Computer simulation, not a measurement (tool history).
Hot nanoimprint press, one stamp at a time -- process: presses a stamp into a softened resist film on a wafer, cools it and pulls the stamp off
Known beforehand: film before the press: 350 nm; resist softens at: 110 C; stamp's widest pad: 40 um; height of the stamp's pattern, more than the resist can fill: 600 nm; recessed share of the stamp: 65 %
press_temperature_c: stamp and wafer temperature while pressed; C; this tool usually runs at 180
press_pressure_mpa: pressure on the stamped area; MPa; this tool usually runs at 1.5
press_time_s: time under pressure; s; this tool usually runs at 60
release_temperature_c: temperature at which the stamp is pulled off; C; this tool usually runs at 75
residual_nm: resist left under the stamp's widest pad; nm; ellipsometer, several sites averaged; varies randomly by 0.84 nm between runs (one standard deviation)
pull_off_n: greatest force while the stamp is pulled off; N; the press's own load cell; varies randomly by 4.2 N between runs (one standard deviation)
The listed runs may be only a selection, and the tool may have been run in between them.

{"run": 1, "hour": 0.0, "press_temperature_c": 180, "press_pressure_mpa": 1.5, "press_time_s": 60, "release_temperature_c": 75, "residual_nm": 166.9, "pull_off_n": 205}
{"run": 2, "hour": 9.7, "press_temperature_c": 191, "press_pressure_mpa": 1.5, "press_time_s": 60, "release_temperature_c": 75, "residual_nm": 98.8, "pull_off_n": 215}
{"run": 3, "hour": 20.6, "press_temperature_c": 180, "press_pressure_mpa": 1.5, "press_time_s": 60, "release_temperature_c": 76, "residual_nm": 167.1, "pull_off_n": 206}
{"run": 4, "hour": 30.1, "press_temperature_c": 180, "press_pressure_mpa": 1.5, "press_time_s": 60, "release_temperature_c": 76, "residual_nm": 168.1, "pull_off_n": 201}
{"run": 5, "hour": 41.1, "press_temperature_c": 180, "press_pressure_mpa": 1.5, "press_time_s": 60, "release_temperature_c": 61, "residual_nm": 167.4, "pull_off_n": 229}
{"run": 6, "hour": 51.0, "press_temperature_c": 180, "press_pressure_mpa": 1.5, "press_time_s": 60, "release_temperature_c": 75, "residual_nm": 170.3, "pull_off_n": 209}
{"run": 7, "hour": 59.8, "press_temperature_c": 180, "press_pressure_mpa": 1.5, "press_time_s": 60, "release_temperature_c": 75, "residual_nm": 168.7, "pull_off_n": 211}
{"run": 8, "hour": 69.2, "press_temperature_c": 180, "press_pressure_mpa": 1.5, "press_time_s": 60, "release_temperature_c": 75, "residual_nm": 166.4, "pull_off_n": 211}
{"run": 9, "hour": 76.9, "press_temperature_c": 180, "press_pressure_mpa": 1.5, "press_time_s": 60, "release_temperature_c": 75, "residual_nm": 169, "pull_off_n": 208}
{"run": 10, "hour": 84.2, "press_temperature_c": 180, "press_pressure_mpa": 1.05, "press_time_s": 60, "release_temperature_c": 75, "residual_nm": 192.1, "pull_off_n": 201}
{"run": 11, "hour": 92.5, "press_temperature_c": 180, "press_pressure_mpa": 1.05, "press_time_s": 60, "release_temperature_c": 75, "residual_nm": 193.3, "pull_off_n": 212}
{"run": 12, "hour": 99.6, "press_temperature_c": 180, "press_pressure_mpa": 1.05, "press_time_s": 60, "release_temperature_c": 75, "residual_nm": 192.5, "pull_off_n": 205}
{"run": 13, "hour": 111.5, "press_temperature_c": 185, "press_pressure_mpa": 0.97, "press_time_s": 80, "release_temperature_c": 66, "residual_nm": 142.7, "pull_off_n": 219}
{"run": 14, "hour": 116.9, "press_temperature_c": 180, "press_pressure_mpa": 1.5, "press_time_s": 60, "release_temperature_c": 62, "residual_nm": 168.6, "pull_off_n": 229}
{"run": 15, "hour": 124.2, "press_temperature_c": 180, "press_pressure_mpa": 1.5, "press_time_s": 120, "release_temperature_c": 75, "residual_nm": 128.8, "pull_off_n": 214}
{"run": 16, "hour": 134.7, "press_temperature_c": 180, "press_pressure_mpa": 1.5, "press_time_s": 71, "release_temperature_c": 67, "residual_nm": 159.1, "pull_off_n": 219}

Run 17 is up next; what results do you expect?
{"run": 17, "hour": 143.6, "press_temperature_c": 182, "press_pressure_mpa": 1.64, "press_time_s": 81, "release_temperature_c": 61, "residual_nm": "?", "pull_off_n": "?"}

Run 17 produced residual_nm 132.7 nm, pull_off_n 233 N.
On a tool with no hidden condition, and with the same random variation, this run would have come out at residual_nm 130.7 nm, pull_off_n 233 N.
